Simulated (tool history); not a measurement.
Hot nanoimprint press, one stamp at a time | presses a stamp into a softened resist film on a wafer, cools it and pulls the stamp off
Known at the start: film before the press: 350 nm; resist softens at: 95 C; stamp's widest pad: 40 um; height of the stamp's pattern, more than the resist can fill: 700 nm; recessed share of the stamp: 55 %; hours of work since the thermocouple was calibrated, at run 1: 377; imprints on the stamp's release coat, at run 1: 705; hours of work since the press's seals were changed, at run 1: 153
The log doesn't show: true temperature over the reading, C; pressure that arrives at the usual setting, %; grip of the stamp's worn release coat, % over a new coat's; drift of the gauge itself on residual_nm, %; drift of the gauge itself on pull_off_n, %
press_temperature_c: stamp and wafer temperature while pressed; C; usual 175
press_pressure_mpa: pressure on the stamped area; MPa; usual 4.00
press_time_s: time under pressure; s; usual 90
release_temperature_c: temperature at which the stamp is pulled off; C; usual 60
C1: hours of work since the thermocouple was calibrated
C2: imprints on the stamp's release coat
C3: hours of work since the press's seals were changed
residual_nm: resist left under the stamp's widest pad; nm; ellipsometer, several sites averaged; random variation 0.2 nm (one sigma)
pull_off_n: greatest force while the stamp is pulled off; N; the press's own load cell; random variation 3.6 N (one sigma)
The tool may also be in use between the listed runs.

run 1 hour=0.0 | press_temperature_c=175 press_pressure_mpa=4.00 press_time_s=90 release_temperature_c=60 | C1=377 C2=705 C3=153 | residual_nm=155.3 pull_off_n=169
-- hour=21.4 plate thermocouple calibrated
run 2 hour=67.2 | press_temperature_c=175 press_pressure_mpa=4.00 press_time_s=90 release_temperature_c=60 | C1=34 C2=924 C3=201 | residual_nm=155.8 pull_off_n=172
run 3 hour=161.2 | press_temperature_c=175 press_pressure_mpa=4.00 press_time_s=90 release_temperature_c=60 | C1=104 C2=1245 C3=271 | residual_nm=155.6 pull_off_n=166
run 4 hour=238.2 | press_temperature_c=175 press_pressure_mpa=4.00 press_time_s=90 release_temperature_c=60 | C1=161 C2=1507 C3=328 | residual_nm=155.8 pull_off_n=173
run 5 hour=295.1 | press_temperature_c=175 press_pressure_mpa=4.00 press_time_s=90 release_temperature_c=60 | C1=203 C2=1701 C3=370 | residual_nm=155.3 pull_off_n=173
run 6 hour=337.7 | press_temperature_c=175 press_pressure_mpa=4.00 press_time_s=90 release_temperature_c=60 | C1=234 C2=1846 C3=401 | residual_nm=155.6 pull_off_n=175
run 7 hour=394.2 | press_temperature_c=163 press_pressure_mpa=4.00 press_time_s=90 release_temperature_c=60 | C1=276 C2=2039 C3=443 | residual_nm=234.1 pull_off_n=174
run 8 hour=441.4 | press_temperature_c=175 press_pressure_mpa=2.64 press_time_s=90 release_temperature_c=60 | C1=311 C2=2200 C3=478 | residual_nm=189.9 pull_off_n=166
-- hour=495.4 stamp cleaned and given a new release coat
run 9 hour=521.1 | press_temperature_c=175 press_pressure_mpa=2.64 press_time_s=90 release_temperature_c=60 | C1=366 C2=88 C3=533 | residual_nm=189.8 pull_off_n=169
-- hour=558.4 plate thermocouple calibrated
run 10 hour=573.5 | press_temperature_c=175 press_pressure_mpa=2.64 press_time_s=90 release_temperature_c=60 | C1=11 C2=256 C3=570 | residual_nm=190.0 pull_off_n=170
run 11 hour=637.9 | press_temperature_c=175 press_pressure_mpa=2.64 press_time_s=90 release_temperature_c=60 | C1=59 C2=476 C3=617 | residual_nm=189.9 pull_off_n=176
run 12 hour=723.2 | press_temperature_c=175 press_pressure_mpa=5.87 press_time_s=90 release_temperature_c=61 | C1=122 C2=766 C3=681 | residual_nm=128.3 pull_off_n=165
run 13 hour=788.1 | press_temperature_c=177 press_pressure_mpa=4.00 press_time_s=46 release_temperature_c=60 | C1=170 C2=988 C3=729 | residual_nm=184.5 pull_off_n=179
run 14 hour=850.1 | press_temperature_c=177 press_pressure_mpa=2.90 press_time_s=46 release_temperature_c=54 | C1=216 C2=1199 C3=775 | residual_nm=211.8 pull_off_n=195
run 15 hour=928.9 | press_temperature_c=177 press_pressure_mpa=2.90 press_time_s=79 release_temperature_c=56 | C1=275 C2=1467 C3=833 | residual_nm=178.1 pull_off_n=178
run 16 hour=1020.1 | press_temperature_c=168 press_pressure_mpa=2.79 press_time_s=79 release_temperature_c=52 | C1=342 C2=1779 C3=901 | residual_nm=238.8 pull_off_n=204
run 17 hour=1073.7 | press_temperature_c=185 press_pressure_mpa=5.86 press_time_s=166 release_temperature_c=60 | C1=382 C2=1961 C3=940 | residual_nm=69.9 pull_off_n=175
-- hour=1096.6 plate thermocouple calibrated
run 18 hour=1148.3 | press_temperature_c=185 press_pressure_mpa=5.86 press_time_s=166 release_temperature_c=60 | C1=38 C2=2205 C3=993 | residual_nm=70.1 pull_off_n=172
-- hour=1198.0 stamp cleaned and given a new release coat
run 19 hour=1248.6 | press_temperature_c=185 press_pressure_mpa=4.63 press_time_s=144 release_temperature_c=45 | C1=108 C2=173 C3=1063 | residual_nm=85.0 pull_off_n=214
-- hour=1327.6 press's hydraulic seals changed and the load cell set to zero
run 20 hour=1349.0 | press_temperature_c=175 press_pressure_mpa=4.00 press_time_s=107 release_temperature_c=60 | C1=177 C2=487 C3=16 | residual_nm=147.5 pull_off_n=170
run 21 hour=1440.6 | press_temperature_c=175 press_pressure_mpa=4.00 press_time_s=117 release_temperature_c=48 | C1=245 C2=800 C3=84 | residual_nm=142.8 pull_off_n=201

Hidden state at the last listed run before each entry between runs and at the first one after, where it differs:
Between runs 1 and 2: plate thermocouple calibrated (hour 21.4)
  pressure that arrives at the usual setting, %: 99.99 -> 99.98; grip of the stamp's worn release coat, % over a new coat's: 0.3 -> 0.4; drift of the gauge itself on residual_nm, %: 0 -> 0.05
  measured less the result without the state, residual_nm: +0.0 -> +0.1 nm
Between runs 8 and 9: stamp cleaned and given a new release coat (hour 495.4)
  pressure that arrives at the usual setting, %: 99.95 -> 99.94; grip of the stamp's worn release coat, % over a new coat's: 1 -> 0; drift of the gauge itself on residual_nm, %: 0.34 -> 0.4
  measured less the result without the state, residual_nm: +0.6 -> +0.7 nm
Between runs 9 and 10: plate thermocouple calibrated (hour 558.4)
  true temperature over the reading, C: 0.01 -> 0; grip of the stamp's worn release coat, % over a new coat's: 0 -> 0.1; drift of the gauge itself on residual_nm, %: 0.4 -> 0.44
  measured less the result without the state, residual_nm: +0.7 -> +0.9 nm
Between runs 17 and 18: plate thermocouple calibrated (hour 1096.6)
  true temperature over the reading, C: 0.01 -> 0; pressure that arrives at the usual setting, %: 99.9 -> 99.89; grip of the stamp's worn release coat, % over a new coat's: 0.9 -> 1; drift of the gauge itself on residual_nm, %: 0.83 -> 0.89
  measured less the result without the state, residual_nm: +0.6 -> +0.7 nm
Between runs 18 and 19: stamp cleaned and given a new release coat (hour 1198.0)
  pressure that arrives at the usual setting, %: 99.89 -> 99.88; grip of the stamp's worn release coat, % over a new coat's: 1 -> 0.1; drift of the gauge itself on residual_nm, %: 0.89 -> 0.96
  measured less the result without the state, residual_nm: +0.7 -> +0.9 nm
Between runs 19 and 20: press's hydraulic seals changed and the load cell set to zero (hour 1327.6)
  true temperature over the reading, C: 0 -> 0.01; pressure that arrives at the usual setting, %: 99.88 -> 99.99; grip of the stamp's worn release coat, % over a new coat's: 0.1 -> 0.2; drift of the gauge itself on residual_nm, %: 0.96 -> 1.03
  measured less the result without the state, residual_nm: +0.9 -> +1.5 nm
